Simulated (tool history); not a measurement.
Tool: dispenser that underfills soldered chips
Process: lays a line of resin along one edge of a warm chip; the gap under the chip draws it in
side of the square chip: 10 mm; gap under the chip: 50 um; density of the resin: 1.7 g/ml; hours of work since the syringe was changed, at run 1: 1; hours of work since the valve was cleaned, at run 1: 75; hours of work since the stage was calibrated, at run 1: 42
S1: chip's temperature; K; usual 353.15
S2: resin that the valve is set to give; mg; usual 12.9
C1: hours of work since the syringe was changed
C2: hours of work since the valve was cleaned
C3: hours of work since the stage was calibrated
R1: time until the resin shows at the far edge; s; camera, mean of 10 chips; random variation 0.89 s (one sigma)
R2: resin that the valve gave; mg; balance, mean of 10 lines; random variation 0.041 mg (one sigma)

Run 1, day 0: usual settings; C1 1; C2 75; C3 42. Result: R1 88.9 s, R2 12.55 mg.
At day 0.367: new syringe of resin.
Run 2, day 0.45: usual settings; C1 1; C2 82; C3 49. Result: R1 91.6 s, R2 12.54 mg.
At day 0.838: new syringe of resin.
Run 3, day 0.871: usual settings; C1 1; C2 89; C3 56. Result: R1 84.8 s, R2 12.48 mg.
At day 1.138: dispensing valve cleaned and set on the balance.
At day 1.3: new syringe of resin.
Run 4, day 1.412: usual settings; C1 2; C2 4; C3 64. Result: R1 93.5 s, R2 12.88 mg.
At day 1.721: new syringe of resin.
Run 5, day 1.779: usual settings; C1 1; C2 10; C3 70. Result: R1 86.5 s, R2 12.84 mg.
At day 2.158: new syringe of resin.
Run 6, day 2.204: usual settings but S1 342.15 K, S2 16 mg; C1 1; C2 17; C3 76. Result: R1 147.1 s, R2 15.89 mg.
At day 2.596: new syringe of resin.
Run 7, day 2.704: usual settings but S1 342.15 K, S2 12.2 mg; C1 2; C2 25; C3 84. Result: R1 160.9 s, R2 12.13 mg.
At day 3.05: new syringe of resin.
Run 8, day 3.388: usual settings but S1 358.15 K, S2 13.8 mg; C1 5; C2 35; C3 95. Result: R1 93.4 s, R2 13.65 mg.
At day 3.483: new syringe of resin.
At day 3.908: new syringe of resin.
Run 9, day 3.979: usual settings but S1 358.15 K, S2 13.8 mg; C1 1; C2 45; C3 104. Result: R1 70.6 s, R2 13.57 mg.

The next listed run, before its measurement:
At day 4.338: new syringe of resin.
Run 10, day 4.338: usual settings but S1 358.15 K, S2 13.8 mg; C1 0; C2 50; C3 110. Result: R1 ?, R2 ?.

{"run 10": {"R1": 63.9, "R2": 13.53}}
Without the tool's hidden state the same run would have given R1 65.8 s, R2 13.82 mg.
